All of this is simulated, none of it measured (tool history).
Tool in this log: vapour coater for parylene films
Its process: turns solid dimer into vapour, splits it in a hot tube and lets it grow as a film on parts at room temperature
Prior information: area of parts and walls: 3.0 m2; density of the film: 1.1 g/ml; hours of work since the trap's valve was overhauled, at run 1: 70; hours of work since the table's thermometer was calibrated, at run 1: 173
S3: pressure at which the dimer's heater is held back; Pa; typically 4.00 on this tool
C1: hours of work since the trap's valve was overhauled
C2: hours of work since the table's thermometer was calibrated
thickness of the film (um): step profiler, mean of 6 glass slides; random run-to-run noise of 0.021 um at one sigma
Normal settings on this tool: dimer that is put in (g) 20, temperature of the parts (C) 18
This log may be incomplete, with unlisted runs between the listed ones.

Run 1, hour 0.0: usual settings; C1 70; C2 173. Result: thickness of the film (um) 3.12.
Run 2, hour 29.0: usual settings; C1 82; C2 185. Result: thickness of the film (um) 3.05.
Run 3, hour 64.9: usual settings but temperature of the parts (C) 25; C1 97; C2 200. Result: thickness of the film (um) 2.33.
Run 4, hour 99.5: usual settings; C1 112; C2 215. Result: thickness of the film (um) 3.06.
Run 5, hour 139.4: usual settings; C1 128; C2 231. Result: thickness of the film (um) 3.03.
Run 6, hour 171.8: usual settings but dimer that is put in (g) 13; C1 142; C2 245. Result: thickness of the film (um) 1.95.
Run 7, hour 209.0: usual settings but dimer that is put in (g) 13; C1 157; C2 260. Result: thickness of the film (um) 1.93.
Run 8, hour 243.1: usual settings; C1 171; C2 275. Result: thickness of the film (um) 2.99.
Run 9, hour 260.1: usual settings; C1 178; C2 282. Result: thickness of the film (um) 2.99.
Run 10, hour 281.3: usual settings; C1 187; C2 290. Result: thickness of the film (um) 2.97.
Run 11, hour 301.3: usual settings but S3 5.65 Pa; C1 196; C2 299. Result: thickness of the film (um) 2.92.
Run 12, hour 318.0: usual settings but S3 5.65 Pa; C1 203; C2 306. Result: thickness of the film (um) 2.88.
Run 13, hour 344.9: usual settings but S3 5.65 Pa; C1 214; C2 317. Result: thickness of the film (um) 2.89.
Run 14, hour 371.9: usual settings but S3 5.65 Pa; C1 225; C2 328. Result: thickness of the film (um) 2.84.
Run 15, hour 404.7: usual settings but dimer that is put in (g) 33; C1 239; C2 342. Result: thickness of the film (um) 4.79.
Run 16, hour 432.7: usual settings but dimer that is put in (g) 33; C1 250; C2 354. Result: thickness of the film (um) 4.81.
Run 17, hour 462.7: usual settings; C1 263; C2 366. Result: thickness of the film (um) 2.88.
Run 18, hour 501.3: usual settings but dimer that is put in (g) 25, temperature of the parts (C) 11, S3 2.83 Pa; C1 279; C2 382. Result: thickness of the film (um) 4.90.
At hour 504.8: table's thermometer calibrated.
Run 19, hour 526.6: usual settings but dimer that is put in (g) 25, temperature of the parts (C) 12, S3 3.67 Pa; C1 289; C2 9. Result: thickness of the film (um) 4.55.
Run 20, hour 565.5: usual settings; C1 305; C2 25. Result: thickness of the film (um) 2.82.
Run 21, hour 600.5: usual settings but dimer that is put in (g) 22, temperature of the parts (C) 17; C1 320; C2 40. Result: thickness of the film (um) 3.22.
Run 22, hour 633.0: usual settings but temperature of the parts (C) 12; C1 334; C2 53. Result: thickness of the film (um) 3.58.
At hour 652.0: table's thermometer calibrated, once more.
Run 23, hour 652.8: usual settings but temperature of the parts (C) 12; C1 341; C2 0. Result: thickness of the film (um) 3.66.
At hour 661.1: trap's valve overhauled.
Run 24, hour 673.8: usual settings but dimer that is put in (g) 28, temperature of the parts (C) 20; C1 5; C2 7. Result: thickness of the film (um) 4.04.
Run 25, hour 707.3: usual settings but dimer that is put in (g) 18, S3 3.27 Pa; C1 19; C2 21. Result: thickness of the film (um) 2.83.
Run 26, hour 730.4: usual settings but dimer that is put in (g) 18, S3 3.27 Pa; C1 29; C2 31. Result: thickness of the film (um) 2.82.
Run 27, hour 748.3: usual settings but dimer that is put in (g) 18, S3 3.27 Pa; C1 36; C2 38. Result: thickness of the film (um) 2.80.
Run 28, hour 775.5: usual settings but temperature of the parts (C) 26; C1 48; C2 50. Result: thickness of the film (um) 2.21.
Run 29, hour 807.0: usual settings but temperature of the parts (C) 26; C1 61; C2 63. Result: thickness of the film (um) 2.22.
Run 30, hour 839.6: usual settings but dimer that is put in (g) 24, S3 8.58 Pa; C1 74; C2 77. Result: thickness of the film (um) 3.46.
Run 31, hour 860.6: usual settings but dimer that is put in (g) 35, temperature of the parts (C) 30, S3 8.03 Pa; C1 83; C2 85. Result: thickness of the film (um) 3.08.
Run 32, hour 892.5: usual settings but temperature of the parts (C) 25, S3 4.87 Pa; C1 96; C2 99. Result: thickness of the film (um) 2.26.
Run 33, hour 930.3: usual settings but temperature of the parts (C) 25, S3 4.87 Pa; C1 112; C2 114. Result: thickness of the film (um) 2.23.
Run 34, hour 949.3: usual settings but dimer that is put in (g) 17, temperature of the parts (C) 20, S3 6.25 Pa; C1 120; C2 122. Result: thickness of the film (um) 2.30.

Hidden state or all else? Some run-to-run changes of thickness of the film (um), split into what the settings, what came in and random variation would give without the hidden state, and what is left for the hidden state (with any gauge scatter that isn't in both results):
Hidden state at play: vapour lost through the trap's worn valve, %; true temperature of the parts over the reading, C; drift of the gauge itself on film_um, %.
Run 14 -> 15: dimer that is put in (g) 20 -> 33, S3 5.65 -> 4.00. thickness of the film (um) +1.95: hidden state -0.19, all else +2.14.
Run 16 -> 17: dimer that is put in (g) 33 -> 20. thickness of the film (um) -1.93: hidden state +0.17, all else -2.10.
Run 17 -> 18: dimer that is put in (g) 20 -> 25, temperature of the parts (C) 18 -> 11, S3 4.00 -> 2.83. thickness of the film (um) +2.02: hidden state -0.23, all else +2.25.
Run 23 -> 24: dimer that is put in (g) 20 -> 28, temperature of the parts (C) 12 -> 20, trap's valve overhauled. thickness of the film (um) +0.38: hidden state +0.35, all else +0.03.
